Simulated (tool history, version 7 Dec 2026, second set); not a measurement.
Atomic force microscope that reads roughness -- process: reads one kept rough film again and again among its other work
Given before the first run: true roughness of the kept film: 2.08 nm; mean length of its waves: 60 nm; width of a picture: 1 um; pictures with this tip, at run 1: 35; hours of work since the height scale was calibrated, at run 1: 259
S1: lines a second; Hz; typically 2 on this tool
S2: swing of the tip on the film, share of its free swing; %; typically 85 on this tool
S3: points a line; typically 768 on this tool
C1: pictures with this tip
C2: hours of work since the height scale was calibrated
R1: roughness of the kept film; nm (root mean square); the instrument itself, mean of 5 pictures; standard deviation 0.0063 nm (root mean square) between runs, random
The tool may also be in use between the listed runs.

Run 1, hour 0: usual settings; C1 35; C2 259. Result: R1 1.884 nm (root mean square).
Run 2, hour 10.9: usual settings but S1 2.99 Hz; C1 63; C2 268. Result: R1 1.801 nm (root mean square).
Run 3, hour 22.8: usual settings; C1 95; C2 277. Result: R1 1.86 nm (root mean square).
Run 4, hour 32.3: usual settings; C1 119; C2 285. Result: R1 1.851 nm (root mean square).
Run 5, hour 46.5: usual settings; C1 157; C2 296. Result: R1 1.834 nm (root mean square).
Run 6, hour 59.6: usual settings; C1 191; C2 306. Result: R1 1.81 nm (root mean square).
Run 7, hour 68: usual settings; C1 213; C2 313. Result: R1 1.818 nm (root mean square).
Run 8, hour 74: usual settings but S2 61 %; C1 229; C2 318. Result: R1 1.911 nm (root mean square).
Run 9, hour 86: usual settings but S2 61 %; C1 260; C2 327. Result: R1 1.909 nm (root mean square).
At hour 96.1: new tip fitted.
Run 10, hour 100.3: usual settings but S2 61 %; C1 11; C2 338. Result: R1 2.015 nm (root mean square).
Run 11, hour 108.4: usual settings; C1 32; C2 344. Result: R1 1.876 nm (root mean square).
Run 12, hour 119: usual settings; C1 60; C2 353. Result: R1 1.874 nm (root mean square).
Run 13, hour 130.5: usual settings; C1 90; C2 362. Result: R1 1.859 nm (root mean square).
Run 14, hour 138: usual settings; C1 110; C2 368. Result: R1 1.852 nm (root mean square).
At hour 140.1: height scale calibrated on a step standard.
Run 15, hour 148.5: usual settings; C1 134; C2 7. Result: R1 1.854 nm (root mean square).
Run 16, hour 158.6: usual settings but S1 1.22 Hz, S2 73 %, S3 272; C1 161; C2 15. Result: R1 1.935 nm (root mean square).
Run 17, hour 165: usual settings; C1 178; C2 20. Result: R1 1.834 nm (root mean square).
At hour 170.6: height scale calibrated on a step standard, once more.
Run 18, hour 175.1: usual settings; C1 201; C2 4. Result: R1 1.814 nm (root mean square).
Run 19, hour 189.7: usual settings; C1 239; C2 15. Result: R1 1.799 nm (root mean square).
Run 20, hour 200.7: usual settings; C1 268; C2 24. Result: R1 1.796 nm (root mean square).
At hour 207.9: new tip fitted.
Run 21, hour 215.6: usual settings; C1 20; C2 35. Result: R1 1.889 nm (root mean square).
Run 22, hour 228.4: usual settings but S1 1.3 Hz, S2 62 %, S3 668; C1 53; C2 45. Result: R1 1.991 nm (root mean square).
Run 23, hour 235.1: usual settings but S1 1.07 Hz, S2 61 %, S3 595; C1 71; C2 51. Result: R1 2.004 nm (root mean square).
Run 24, hour 246.3: usual settings but S2 81 %, S3 302; C1 100; C2 59. Result: R1 1.882 nm (root mean square).
Run 25, hour 252.3: usual settings but S2 81 %, S3 302; C1 116; C2 64. Result: R1 1.877 nm (root mean square).
Run 26, hour 259.7: usual settings but S2 81 %, S3 302; C1 135; C2 70. Result: R1 1.867 nm (root mean square).
Run 27, hour 272: usual settings but S1 1.05 Hz, S3 342; C1 167; C2 80. Result: R1 1.918 nm (root mean square).
Run 28, hour 283.4: usual settings but S1 1.05 Hz, S2 87 %, S3 359; C1 197; C2 89. Result: R1 1.877 nm (root mean square).
Run 29, hour 292.7: usual settings but S1 1.05 Hz, S2 87 %, S3 359; C1 222; C2 96. Result: R1 1.877 nm (root mean square).

Below are 3 alternative next runs, each starting from the tool's condition after run 29. Predict each:
Run A, hour 305.5: usual settings but S1 0.72 Hz, S2 71 %, S3 762; C1 255; C2 106. Result: R1 ?.
Run B, hour 305.5: usual settings but S1 1.05 Hz, S2 77 %, S3 301; C1 255; C2 106. Result: R1 ?.
Run C, hour 305.5: usual settings but S2 57 %, S3 600; C1 255; C2 106. Result: R1 ?.

run     R1
  A  1.923
  B  1.889
  C  1.915
What these runs would have given with no unlogged condition in the tool:
run     R1
  A  2.016
  B  1.981
  C  2.008
